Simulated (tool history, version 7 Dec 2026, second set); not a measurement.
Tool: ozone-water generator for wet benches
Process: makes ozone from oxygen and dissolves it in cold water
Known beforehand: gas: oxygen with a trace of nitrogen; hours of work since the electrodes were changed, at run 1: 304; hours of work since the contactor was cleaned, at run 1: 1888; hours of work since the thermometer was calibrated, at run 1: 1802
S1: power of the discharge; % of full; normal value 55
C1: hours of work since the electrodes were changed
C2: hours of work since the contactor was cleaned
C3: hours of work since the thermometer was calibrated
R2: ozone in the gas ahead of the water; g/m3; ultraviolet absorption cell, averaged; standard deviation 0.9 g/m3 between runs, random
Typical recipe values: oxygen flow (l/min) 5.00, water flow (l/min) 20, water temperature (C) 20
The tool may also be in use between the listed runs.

run 1 hour=0.0 | S1=55 oxygen_flow_(l/min)=5.00 water_flow_(l/min)=20 water_temperature_(C)=20 | C1=304 C2=1888 C3=1802 | dissolved_ozone_(ppm)=11.7 R2=147.7
run 2 hour=16.2 | S1=55 oxygen_flow_(l/min)=5.00 water_flow_(l/min)=20 water_temperature_(C)=20 | C1=317 C2=1901 C3=1815 | dissolved_ozone_(ppm)=11.5 R2=148.0
run 3 hour=52.1 | S1=55 oxygen_flow_(l/min)=5.00 water_flow_(l/min)=20 water_temperature_(C)=20 | C1=346 C2=1930 C3=1844 | dissolved_ozone_(ppm)=11.7 R2=148.3
run 4 hour=73.1 | S1=55 oxygen_flow_(l/min)=5.00 water_flow_(l/min)=20 water_temperature_(C)=22 | C1=363 C2=1947 C3=1861 | dissolved_ozone_(ppm)=11.3 R2=149.0
run 5 hour=94.3 | S1=55 oxygen_flow_(l/min)=5.00 water_flow_(l/min)=20 water_temperature_(C)=22 | C1=380 C2=1964 C3=1878 | dissolved_ozone_(ppm)=11.3 R2=148.2
run 6 hour=118.8 | S1=55 oxygen_flow_(l/min)=5.00 water_flow_(l/min)=20 water_temperature_(C)=22 | C1=399 C2=1983 C3=1897 | dissolved_ozone_(ppm)=11.3 R2=147.5
run 7 hour=152.5 | S1=55 oxygen_flow_(l/min)=5.00 water_flow_(l/min)=20 water_temperature_(C)=18 | C1=426 C2=2010 C3=1924 | dissolved_ozone_(ppm)=11.9 R2=145.8
run 8 hour=183.3 | S1=55 oxygen_flow_(l/min)=5.00 water_flow_(l/min)=20 water_temperature_(C)=18 | C1=451 C2=2035 C3=1949 | dissolved_ozone_(ppm)=11.7 R2=146.7
run 9 hour=202.8 | S1=55 oxygen_flow_(l/min)=5.00 water_flow_(l/min)=20 water_temperature_(C)=20 | C1=467 C2=2051 C3=1965 | dissolved_ozone_(ppm)=11.5 R2=146.6
run 10 hour=231.0 | S1=55 oxygen_flow_(l/min)=5.00 water_flow_(l/min)=20 water_temperature_(C)=20 | C1=489 C2=2074 C3=1987 | dissolved_ozone_(ppm)=11.5 R2=146.9
run 11 hour=261.4 | S1=55 oxygen_flow_(l/min)=7.23 water_flow_(l/min)=20 water_temperature_(C)=20 | C1=514 C2=2098 C3=2012 | dissolved_ozone_(ppm)=11.6 R2=123.5
run 12 hour=297.0 | S1=55 oxygen_flow_(l/min)=7.23 water_flow_(l/min)=20 water_temperature_(C)=20 | C1=542 C2=2126 C3=2040 | dissolved_ozone_(ppm)=11.5 R2=123.3
run 13 hour=314.3 | S1=55 oxygen_flow_(l/min)=7.23 water_flow_(l/min)=20 water_temperature_(C)=20 | C1=556 C2=2140 C3=2054 | dissolved_ozone_(ppm)=11.9 R2=122.8
run 14 hour=336.8 | S1=55 oxygen_flow_(l/min)=7.23 water_flow_(l/min)=20 water_temperature_(C)=20 | C1=574 C2=2158 C3=2072 | dissolved_ozone_(ppm)=11.5 R2=123.8
-- hour=344.1 contactor cleaned
run 15 hour=380.9 | S1=44 oxygen_flow_(l/min)=5.00 water_flow_(l/min)=20 water_temperature_(C)=20 | C1=606 C2=30 C3=2104 | dissolved_ozone_(ppm)=9.4 R2=120.7
run 16 hour=410.3 | S1=55 oxygen_flow_(l/min)=5.00 water_flow_(l/min)=20 water_temperature_(C)=18 | C1=630 C2=53 C3=2128 | dissolved_ozone_(ppm)=11.8 R2=144.8
run 17 hour=438.6 | S1=55 oxygen_flow_(l/min)=5.00 water_flow_(l/min)=20 water_temperature_(C)=18 | C1=653 C2=76 C3=2151 | dissolved_ozone_(ppm)=11.6 R2=146.9
run 18 hour=462.5 | S1=55 oxygen_flow_(l/min)=5.00 water_flow_(l/min)=20 water_temperature_(C)=18 | C1=672 C2=95 C3=2170 | dissolved_ozone_(ppm)=11.2 R2=145.2
run 19 hour=489.2 | S1=68 oxygen_flow_(l/min)=5.00 water_flow_(l/min)=14 water_temperature_(C)=25 | C1=693 C2=116 C3=2191 | dissolved_ozone_(ppm)=16.5 R2=172.4
run 20 hour=512.0 | S1=58 oxygen_flow_(l/min)=4.69 water_flow_(l/min)=19 water_temperature_(C)=17 | C1=712 C2=135 C3=2210 | dissolved_ozone_(ppm)=12.4 R2=154.4
run 21 hour=533.1 | S1=70 oxygen_flow_(l/min)=4.90 water_flow_(l/min)=20 water_temperature_(C)=20 | C1=729 C2=152 C3=2226 | dissolved_ozone_(ppm)=13.3 R2=178.3
run 22 hour=551.2 | S1=55 oxygen_flow_(l/min)=5.00 water_flow_(l/min)=15 water_temperature_(C)=20 | C1=743 C2=166 C3=2241 | dissolved_ozone_(ppm)=14.1 R2=144.9
-- hour=581.4 contactor cleaned, once more
run 23 hour=595.3 | S1=95 oxygen_flow_(l/min)=2.57 water_flow_(l/min)=20 water_temperature_(C)=20 | C1=775 C2=11 C3=2273 | dissolved_ozone_(ppm)=16.7 R2=308.3
run 24 hour=612.5 | S1=55 oxygen_flow_(l/min)=5.00 water_flow_(l/min)=13 water_temperature_(C)=20 | C1=789 C2=25 C3=2287 | dissolved_ozone_(ppm)=16.9 R2=144.6
run 25 hour=648.9 | S1=55 oxygen_flow_(l/min)=5.00 water_flow_(l/min)=13 water_temperature_(C)=16 | C1=818 C2=54 C3=2316 | dissolved_ozone_(ppm)=18.1 R2=143.9
run 26 hour=688.1 | S1=55 oxygen_flow_(l/min)=5.00 water_flow_(l/min)=13 water_temperature_(C)=16 | C1=850 C2=86 C3=2348 | dissolved_ozone_(ppm)=18.2 R2=143.3
run 27 hour=709.7 | S1=55 oxygen_flow_(l/min)=8.59 water_flow_(l/min)=19 water_temperature_(C)=16 | C1=867 C2=103 C3=2365 | dissolved_ozone_(ppm)=13.5 R2=112.3
run 28 hour=747.3 | S1=66 oxygen_flow_(l/min)=5.00 water_flow_(l/min)=13 water_temperature_(C)=13 | C1=897 C2=133 C3=2395 | dissolved_ozone_(ppm)=21.9 R2=167.0
run 29 hour=785.6 | S1=66 oxygen_flow_(l/min)=5.00 water_flow_(l/min)=13 water_temperature_(C)=13 | C1=928 C2=164 C3=2426 | dissolved_ozone_(ppm)=22.0 R2=165.9
run 30 hour=821.3 | S1=55 oxygen_flow_(l/min)=2.79 water_flow_(l/min)=14 water_temperature_(C)=20 | C1=957 C2=193 C3=2455 | dissolved_ozone_(ppm)=15.5 R2=187.0
run 31 hour=852.5 | S1=55 oxygen_flow_(l/min)=5.00 water_flow_(l/min)=16 water_temperature_(C)=17 | C1=982 C2=218 C3=2480 | dissolved_ozone_(ppm)=14.8 R2=143.0
run 32 hour=887.9 | S1=55 oxygen_flow_(l/min)=5.00 water_flow_(l/min)=16 water_temperature_(C)=17 | C1=1010 C2=246 C3=2508 | dissolved_ozone_(ppm)=15.0 R2=142.6
run 33 hour=918.2 | S1=66 oxygen_flow_(l/min)=5.00 water_flow_(l/min)=19 water_temperature_(C)=17 | C1=1034 C2=270 C3=2532 | dissolved_ozone_(ppm)=14.8 R2=166.6

Each row is a separate what-if for the run after 33, all from the same tool condition, not one after another. Results?
run A hour=938.1 | S1=66 oxygen_flow_(l/min)=5.00 water_flow_(l/min)=22 water_temperature_(C)=17 | C1=1050 C2=286 C3=2548 | dissolved_ozone_(ppm)=? R2=?
run B hour=938.1 | S1=55 oxygen_flow_(l/min)=6.88 water_flow_(l/min)=21 water_temperature_(C)=13 | C1=1050 C2=286 C3=2548 | dissolved_ozone_(ppm)=? R2=?
run C hour=938.1 | S1=74 oxygen_flow_(l/min)=5.00 water_flow_(l/min)=17 water_temperature_(C)=17 | C1=1050 C2=286 C3=2548 | dissolved_ozone_(ppm)=? R2=?
run D hour=938.1 | S1=66 oxygen_flow_(l/min)=5.00 water_flow_(l/min)=19 water_temperature_(C)=20 | C1=1050 C2=286 C3=2548 | dissolved_ozone_(ppm)=? R2=?

run=A dissolved_ozone_(ppm)=13.0 R2=167.4
run=B dissolved_ozone_(ppm)=12.7 R2=121.9
run=C dissolved_ozone_(ppm)=17.8 R2=183.4
run=D dissolved_ozone_(ppm)=14.1 R2=165.3
With no hidden state in the tool, these same runs would have given:
run=A dissolved_ozone_(ppm)=14.0 R2=178.1
run=B dissolved_ozone_(ppm)=13.6 R2=128.4
run=C dissolved_ozone_(ppm)=19.3 R2=196.3
run=D dissolved_ozone_(ppm)=15.2 R2=175.9
